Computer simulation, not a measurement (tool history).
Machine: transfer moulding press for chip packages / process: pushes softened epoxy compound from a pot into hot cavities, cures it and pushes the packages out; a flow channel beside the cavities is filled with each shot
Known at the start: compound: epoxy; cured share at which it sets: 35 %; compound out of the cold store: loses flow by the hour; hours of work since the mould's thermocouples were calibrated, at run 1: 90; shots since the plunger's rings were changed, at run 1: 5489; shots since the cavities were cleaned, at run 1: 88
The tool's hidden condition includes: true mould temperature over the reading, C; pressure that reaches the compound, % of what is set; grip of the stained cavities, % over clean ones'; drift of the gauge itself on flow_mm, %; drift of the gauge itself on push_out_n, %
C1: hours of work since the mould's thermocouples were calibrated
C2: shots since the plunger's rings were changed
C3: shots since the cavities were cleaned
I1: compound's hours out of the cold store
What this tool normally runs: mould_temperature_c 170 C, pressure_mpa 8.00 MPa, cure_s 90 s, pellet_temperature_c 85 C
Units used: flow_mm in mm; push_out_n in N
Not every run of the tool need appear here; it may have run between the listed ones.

Run 1, hour 0.0: usual settings; C1 90; C2 5489; C3 88; I1 36.1. Result: flow_mm 495 mm, push_out_n 565 N.
At hour 7.3: plunger's sealing rings changed.
Run 2, hour 9.9: usual settings but mould_temperature_c 171 C; C1 93; C2 18; C3 141; I1 36.4. Result: flow_mm 499 mm, push_out_n 538 N.
Run 3, hour 19.8: usual settings but mould_temperature_c 175 C; C1 97; C2 90; C3 213; I1 14.1. Result: flow_mm 517 mm, push_out_n 489 N.
Run 4, hour 28.9: usual settings but mould_temperature_c 175 C, cure_s 108 s; C1 101; C2 156; C3 279; I1 20.6. Result: flow_mm 508 mm, push_out_n 460 N.
Run 5, hour 33.0: usual settings but mould_temperature_c 175 C, cure_s 108 s; C1 102; C2 186; C3 309; I1 18.1. Result: flow_mm 512 mm, push_out_n 422 N.
Run 6, hour 37.8: usual settings but mould_temperature_c 175 C, cure_s 108 s; C1 104; C2 221; C3 344; I1 45.4. Result: flow_mm 476 mm, push_out_n 442 N.
Run 7, hour 42.6: usual settings but mould_temperature_c 175 C, cure_s 108 s; C1 106; C2 255; C3 378; I1 20.9. Result: flow_mm 507 mm, push_out_n 442 N.
Run 8, hour 49.9: usual settings but mould_temperature_c 175 C, cure_s 108 s; C1 109; C2 308; C3 431; I1 36.0. Result: flow_mm 487 mm, push_out_n 458 N.
Run 9, hour 57.1: usual settings but mould_temperature_c 175 C, cure_s 108 s; C1 112; C2 360; C3 483; I1 11.0. Result: flow_mm 519 mm, push_out_n 444 N.
Run 10, hour 62.1: usual settings but mould_temperature_c 175 C, cure_s 127 s; C1 114; C2 397; C3 520; I1 9.5. Result: flow_mm 523 mm, push_out_n 449 N.
At hour 70.6: cavities cleaned with cleaning compound and waxed.
Run 11, hour 73.5: usual settings but mould_temperature_c 175 C, cure_s 127 s, pellet_temperature_c 83 C; C1 118; C2 469; C3 22; I1 11.6. Result: flow_mm 525 mm, push_out_n 425 N.
Run 12, hour 79.7: usual settings but mould_temperature_c 175 C, cure_s 127 s, pellet_temperature_c 83 C; C1 120; C2 513; C3 66; I1 23.1. Result: flow_mm 501 mm, push_out_n 421 N.
Run 13, hour 84.1: usual settings but mould_temperature_c 175 C, cure_s 127 s, pellet_temperature_c 83 C; C1 122; C2 545; C3 98; I1 42.4. Result: flow_mm 482 mm, push_out_n 445 N.
Run 14, hour 92.0: usual settings but mould_temperature_c 175 C, cure_s 127 s, pellet_temperature_c 83 C; C1 125; C2 602; C3 155; I1 33.6. Result: flow_mm 491 mm, push_out_n 430 N.
Run 15, hour 97.0: usual settings but mould_temperature_c 175 C, cure_s 127 s, pellet_temperature_c 83 C; C1 127; C2 639; C3 192; I1 16.6. Result: flow_mm 512 mm, push_out_n 443 N.
Run 16, hour 104.8: usual settings but mould_temperature_c 167 C, cure_s 127 s, pellet_temperature_c 89 C; C1 131; C2 695; C3 248; I1 47.0. Result: flow_mm 490 mm, push_out_n 453 N.
Run 17, hour 113.7: usual settings but mould_temperature_c 177 C, pressure_mpa 9.48 MPa, cure_s 86 s, pellet_temperature_c 83 C; C1 134; C2 760; C3 313; I1 45.6. Result: flow_mm 517 mm, push_out_n 480 N.
Run 18, hour 122.9: usual settings but mould_temperature_c 177 C, pressure_mpa 9.48 MPa, cure_s 86 s, pellet_temperature_c 89 C; C1 138; C2 827; C3 380; I1 23.1. Result: flow_mm 547 mm, push_out_n 490 N.
Run 19, hour 131.7: usual settings but pressure_mpa 9.86 MPa, cure_s 94 s, pellet_temperature_c 94 C; C1 142; C2 891; C3 444; I1 45.7. Result: flow_mm 537 mm, push_out_n 538 N.
Run 20, hour 140.8: usual settings but pressure_mpa 9.86 MPa, cure_s 94 s, pellet_temperature_c 94 C; C1 145; C2 957; C3 510; I1 25.2. Result: flow_mm 568 mm, push_out_n 552 N.
Run 21, hour 146.5: usual settings but pressure_mpa 9.86 MPa, cure_s 94 s, pellet_temperature_c 94 C; C1 147; C2 997; C3 550; I1 27.2. Result: flow_mm 566 mm, push_out_n 547 N.
At hour 150.5: cavities cleaned with cleaning compound and waxed.
Run 22, hour 152.1: usual settings but pressure_mpa 6.88 MPa, cure_s 94 s, pellet_temperature_c 79 C; C1 149; C2 1027; C3 11; I1 40.9. Result: flow_mm 457 mm, push_out_n 531 N.
Run 23, hour 159.1: usual settings but mould_temperature_c 178 C, pressure_mpa 6.88 MPa, cure_s 94 s, pellet_temperature_c 82 C; C1 152; C2 1078; C3 62; I1 17.5. Result: flow_mm 469 mm, push_out_n 455 N.
Run 24, hour 164.2: usual settings but mould_temperature_c 178 C, pressure_mpa 6.88 MPa, cure_s 94 s, pellet_temperature_c 82 C; C1 154; C2 1115; C3 99; I1 16.5. Result: flow_mm 472 mm, push_out_n 454 N.
Run 25, hour 172.7: usual settings but cure_s 115 s; C1 157; C2 1177; C3 161; I1 37.6. Result: flow_mm 496 mm, push_out_n 464 N.
Run 26, hour 181.0: usual settings but mould_temperature_c 175 C, pressure_mpa 6.77 MPa, cure_s 75 s, pellet_temperature_c 81 C; C1 161; C2 1237; C3 221; I1 27.2. Result: flow_mm 462 mm, push_out_n 616 N.
Run 27, hour 186.5: usual settings but mould_temperature_c 163 C, pressure_mpa 8.17 MPa; C1 163; C2 1277; C3 261; I1 29.3. Result: flow_mm 527 mm, push_out_n 930 N.
Run 28, hour 194.3: usual settings but mould_temperature_c 168 C, pressure_mpa 8.17 MPa, cure_s 102 s; C1 166; C2 1333; C3 317; I1 39.7. Result: flow_mm 501 mm, push_out_n 508 N.

Alternative continuations, all from the tool just after run 28; predict every row:
Run A, hour 198.5: usual settings but pressure_mpa 6.51 MPa, cure_s 108 s; C1 168; C2 1364; C3 348; I1 12.6. Result: flow_mm ?, push_out_n ?.
Run B, hour 198.5: usual settings but mould_temperature_c 168 C, pressure_mpa 8.17 MPa, cure_s 112 s, pellet_temperature_c 82 C; C1 168; C2 1364; C3 348; I1 25.4. Result: flow_mm ?, push_out_n ?.
Run C, hour 198.5: usual settings but mould_temperature_c 168 C, pressure_mpa 9.84 MPa, cure_s 125 s, pellet_temperature_c 77 C; C1 168; C2 1364; C3 348; I1 48.0. Result: flow_mm ?, push_out_n ?.
Run D, hour 198.5: usual settings but mould_temperature_c 168 C, pressure_mpa 6.00 MPa, cure_s 102 s, pellet_temperature_c 86 C; C1 168; C2 1364; C3 348; I1 14.5. Result: flow_mm ?, push_out_n ?.

run  flow_mm  push_out_n
  A      476         476
  B      522         479
  C      542         444
  D      460         538
With no hidden state in the tool, these same runs would have given:
run  flow_mm  push_out_n
  A      476         474
  B      522         477
  C      542         442
  D      460         536
